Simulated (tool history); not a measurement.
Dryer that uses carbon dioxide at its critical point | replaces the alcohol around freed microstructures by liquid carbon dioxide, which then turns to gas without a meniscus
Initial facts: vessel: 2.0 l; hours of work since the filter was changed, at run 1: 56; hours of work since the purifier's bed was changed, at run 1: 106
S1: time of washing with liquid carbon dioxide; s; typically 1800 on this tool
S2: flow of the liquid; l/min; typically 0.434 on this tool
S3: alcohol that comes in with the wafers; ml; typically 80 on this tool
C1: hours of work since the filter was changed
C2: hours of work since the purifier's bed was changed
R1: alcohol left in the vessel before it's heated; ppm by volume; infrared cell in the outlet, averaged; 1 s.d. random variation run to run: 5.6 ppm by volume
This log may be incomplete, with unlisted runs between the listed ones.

| run | hour | S1 | S2 | S3 | C1 | C2 | R1 |
|---|---|---|---|---|---|---|---|
| 1 | 0 | 1800 | 0.434 | 80 | 56 | 106 | 237 |
| 2 | 6.5 | 1800 | 0.434 | 80 | 59 | 109 | 240 |
| 3 | 16.4 | 1800 | 0.434 | 80 | 64 | 114 | 244 |
| 4 | 23.8 | 1800 | 0.434 | 80 | 67 | 117 | 249 |
| 5 | 28.8 | 1800 | 0.434 | 80 | 69 | 119 | 244 |
| 6 | 38.3 | 1800 | 0.434 | 56 | 73 | 123 | 191 |
| 7 | 46.8 | 1800 | 0.434 | 49 | 77 | 127 | 170 |
| 8 | 54.1 | 1800 | 0.434 | 49 | 80 | 130 | 174 |
| 9 | 65.1 | 1800 | 0.434 | 49 | 85 | 135 | 175 |
| 10 | 70.2 | 1800 | 0.434 | 80 | 87 | 137 | 265 |
| 11 | 78.6 | 1800 | 0.434 | 80 | 91 | 141 | 268 |
| 12 | 86.2 | 1800 | 0.434 | 80 | 94 | 144 | 283 |
| 13 | 96.2 | 1800 | 0.434 | 80 | 98 | 149 | 286 |
| 14 | 105.4 | 1800 | 0.434 | 80 | 102 | 153 | 289 |
| 15 | 110.1 | 1800 | 0.434 | 80 | 105 | 155 | 293 |
| 16 | 117.5 | 1800 | 0.434 | 80 | 108 | 158 | 282 |
| 17 | 124 | 1800 | 0.434 | 80 | 111 | 161 | 306 |
| 18 | 130 | 1260 | 0.434 | 80 | 113 | 163 | 1237 |
| 19 | 137 | 1260 | 0.434 | 80 | 116 | 166 | 1218 |
| 20 | 148.2 | 1260 | 0.434 | 80 | 121 | 171 | 1261 |
| 21 | 155.6 | 1260 | 0.434 | 80 | 124 | 175 | 1272 |
| 22 | 161.2 | 1800 | 0.434 | 80 | 127 | 177 | 313 |
| 23 | 172.4 | 2100 | 0.434 | 80 | 132 | 182 | 171 |
| 24 | 177.8 | 2100 | 0.434 | 80 | 134 | 184 | 184 |
| 25 | 186.5 | 2100 | 0.434 | 80 | 138 | 188 | 176 |
| 26 | 192.5 | 1440 | 0.278 | 80 | 141 | 191 | 3482 |
| 27 | 199.2 | 1620 | 0.289 | 74 | 144 | 194 | 2157 |
| 28 | 208 | 1620 | 0.289 | 74 | 147 | 197 | 2211 |
| 29 | 219.2 | 1620 | 0.434 | 80 | 152 | 202 | 537 |
| 30 | 229.1 | 1620 | 0.434 | 80 | 157 | 207 | 568 |
| 31 | 239.7 | 1980 | 0.354 | 21 | 161 | 211 | 195 |
| 32 | 245.6 | 1200 | 0.354 | 21 | 164 | 214 | 870 |
| 33 | 256.4 | 1200 | 0.354 | 21 | 169 | 219 | 874 |
| 34 | 263.7 | 2340 | 0.564 | 29 | 172 | 222 | 62 |
| 35 | 272.8 | 1800 | 0.322 | 42 | 176 | 226 | 711 |
| 36 | 282.3 | 1800 | 0.587 | 33 | 180 | 230 | 85 |
| 37 | 291.9 | 1740 | 0.587 | 30 | 184 | 234 | 92 |
| 38 | 302.3 | 2520 | 0.587 | 24 | 189 | 239 | 65 |
| 39 | 307.1 | 2460 | 0.434 | 45 | 191 | 241 | 94 |
| 40 | 312.5 | 1860 | 0.484 | 111 | 193 | 243 | 303 |
| 41 | 321.1 | 1860 | 0.484 | 111 | 197 | 247 | 312 |
| 42 | 328.9 | 2340 | 0.633 | 45 | 200 | 250 | 72 |
| 43 | 338.8 | 1680 | 0.339 | 96 | 205 | 255 | 1779 |
| 44 | 344.1 | 2580 | 0.45 | 85 | 207 | 257 | 108 |
| 45 | 353.1 | 1800 | 0.596 | 80 | 211 | 261 | 137 |
|  | 360.2 | inlet filter changed |
| 46 | 360.5 | 1980 | 0.59 | 33 | 0 | 264 | 77 |
| 47 | 369.5 | 1800 | 0.478 | 20 | 4 | 268 | 97 |
| 48 | 376.2 | 1800 | 0.63 | 64 | 7 | 271 | 83 |

Branching from run 48: 3 alternative next runs. What would each branch give?
| A | 382.7 | 1500 | 0.425 | 64 | 10 | 273 | ? |
| B | 382.7 | 1740 | 0.63 | 43 | 10 | 273 | ? |
| C | 382.7 | 1500 | 0.554 | 103 | 10 | 273 | ? |

| run | R1 |
|---|---|
| A | 453 |
| B | 80 |
| C | 224 |
Take away the tool's hidden state, keep each run's random variation, and the runs would have read:
| run | R1 |
|---|---|
| A | 362 |
| B | 15 |
| C | 145 |
